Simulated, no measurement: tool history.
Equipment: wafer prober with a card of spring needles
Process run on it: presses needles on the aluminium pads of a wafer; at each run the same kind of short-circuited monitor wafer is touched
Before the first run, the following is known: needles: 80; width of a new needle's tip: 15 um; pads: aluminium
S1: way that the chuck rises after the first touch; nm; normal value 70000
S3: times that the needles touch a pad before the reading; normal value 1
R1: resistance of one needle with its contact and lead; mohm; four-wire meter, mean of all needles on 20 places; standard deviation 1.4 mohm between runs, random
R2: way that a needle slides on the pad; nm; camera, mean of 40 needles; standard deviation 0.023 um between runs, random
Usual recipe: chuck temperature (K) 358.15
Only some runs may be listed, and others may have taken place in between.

Run 1, hour 0.0: usual settings. Result: R1 134 mohm, R2 12550 nm.
At hour 10.1: tips cleaned on abrasive film.
At hour 22.6: tips cleaned on abrasive film.
At hour 35.2: tips cleaned on abrasive film.
Run 2, hour 37.1: usual settings. Result: R1 134 mohm, R2 12490 nm.
At hour 47.1: tips cleaned on abrasive film.
At hour 59.7: tips cleaned on abrasive film.
At hour 72.2: tips cleaned on abrasive film.
At hour 84.8: tips cleaned on abrasive film.
Run 3, hour 92.7: usual settings. Result: R1 149 mohm, R2 12450 nm.
At hour 95.2: tips cleaned on abrasive film.
At hour 105.3: tips cleaned on abrasive film.
At hour 117.9: tips cleaned on abrasive film.
At hour 130.4: tips cleaned on abrasive film.
At hour 140.5: tips cleaned on abrasive film.
At hour 151.5: tips cleaned on abrasive film.
Run 4, hour 151.5: usual settings. Result: R1 128 mohm, R2 12340 nm.
At hour 161.6: tips cleaned on abrasive film.
At hour 174.1: tips cleaned on abrasive film.
At hour 186.7: tips cleaned on abrasive film.
At hour 194.5: height of the first contact set anew.
At hour 199.5: tips cleaned on abrasive film.
Run 5, hour 205.6: usual settings. Result: R1 147 mohm, R2 12610 nm.
At hour 210.7: tips cleaned on abrasive film.
At hour 223.2: tips cleaned on abrasive film.
Run 6, hour 230.4: usual settings. Result: R1 149 mohm, R2 12620 nm.
At hour 235.5: tips cleaned on abrasive film.
At hour 248.1: tips cleaned on abrasive film.
At hour 260.6: tips cleaned on abrasive film.
At hour 270.7: tips cleaned on abrasive film.
Run 7, hour 278.3: usual settings but S1 66000 nm. Result: R1 156 mohm, R2 11830 nm.
At hour 280.9: tips cleaned on abrasive film.
At hour 291.0: tips cleaned on abrasive film.
At hour 303.5: tips cleaned on abrasive film.
At hour 316.1: tips cleaned on abrasive film.
At hour 326.1: tips cleaned on abrasive film.
Run 8, hour 330.5: usual settings but S1 66000 nm. Result: R1 146 mohm, R2 11720 nm.
At hour 338.1: tips cleaned on abrasive film.
At hour 350.6: tips cleaned on abrasive film.
At hour 363.2: tips cleaned on abrasive film.
Run 9, hour 367.7: usual settings but S1 66000 nm. Result: R1 148 mohm, R2 11680 nm.
At hour 375.3: tips cleaned on abrasive film.
At hour 387.9: tips cleaned on abrasive film.
At hour 400.4: tips cleaned on abrasive film.
Run 10, hour 406.2: usual settings but S1 66000 nm. Result: R1 153 mohm, R2 11680 nm.
At hour 411.3: tips cleaned on abrasive film.
At hour 423.9: tips cleaned on abrasive film.
At hour 436.4: tips cleaned on abrasive film.
At hour 449.0: tips cleaned on abrasive film.
At hour 451.8: height of the first contact set anew.
Run 11, hour 457.2: usual settings but S1 66000 nm. Result: R1 152 mohm, R2 11890 nm.
At hour 459.8: tips cleaned on abrasive film.
At hour 472.4: tips cleaned on abrasive film.
At hour 484.9: tips cleaned on abrasive film.
At hour 497.0: tips cleaned on abrasive film.
Run 12, hour 497.0: usual settings but S1 66000 nm. Result: R1 129 mohm, R2 11860 nm.
At hour 507.1: tips cleaned on abrasive film.
At hour 519.6: tips cleaned on abrasive film.
At hour 532.2: tips cleaned on abrasive film.
Run 13, hour 541.6: usual settings. Result: R1 154 mohm, R2 12550 nm.
At hour 544.2: tips cleaned on abrasive film.
At hour 556.7: tips cleaned on abrasive film.
At hour 569.3: tips cleaned on abrasive film.
At hour 580.9: tips cleaned on abrasive film.
Run 14, hour 580.9: usual settings but S1 81000 nm, chuck temperature (K) 395.15, S3 2. Result: R1 128 mohm, R2 14460 nm.
At hour 593.5: tips cleaned on abrasive film.
At hour 606.1: tips cleaned on abrasive film.
At hour 618.4: tips cleaned on abrasive film.
Run 15, hour 618.4: usual settings but chuck temperature (K) 301.15. Result: R1 119 mohm, R2 12400 nm.
At hour 628.4: tips cleaned on abrasive film.
At hour 641.0: tips cleaned on abrasive film.
Run 16, hour 648.1: usual settings but chuck temperature (K) 301.15. Result: R1 143 mohm, R2 12390 nm.
At hour 653.2: tips cleaned on abrasive film.
At hour 665.7: tips cleaned on abrasive film.
At hour 675.8: tips cleaned on abrasive film.
Run 17, hour 680.1: usual settings but S1 66000 nm, S3 3. Result: R1 138 mohm, R2 11620 nm.
At hour 687.7: tips cleaned on abrasive film.
At hour 700.2: tips cleaned on abrasive film.
At hour 710.5: height of the first contact set anew.
At hour 713.1: tips cleaned on abrasive film.
At hour 723.2: tips cleaned on abrasive film.
Run 18, hour 730.2: usual settings but S1 67000 nm, chuck temperature (K) 346.15, S3 2. Result: R1 142 mohm, R2 12030 nm.

Run 19 has not been measured yet. What should we expect?
At hour 735.3: tips cleaned on abrasive film.
At hour 745.3: tips cleaned on abrasive film.
At hour 757.9: tips cleaned on abrasive film.
Run 19, hour 766.7: usual settings but S1 75000 nm, chuck temperature (K) 348.15. Result: R1 ?, R2 ?.

{"run 19": {"R1": 149, "R2": 13440}}
Take away the tool's hidden state, keep the run-to-run variation as it was, and the same run would have given R1 119 mohm, R2 13510 nm.
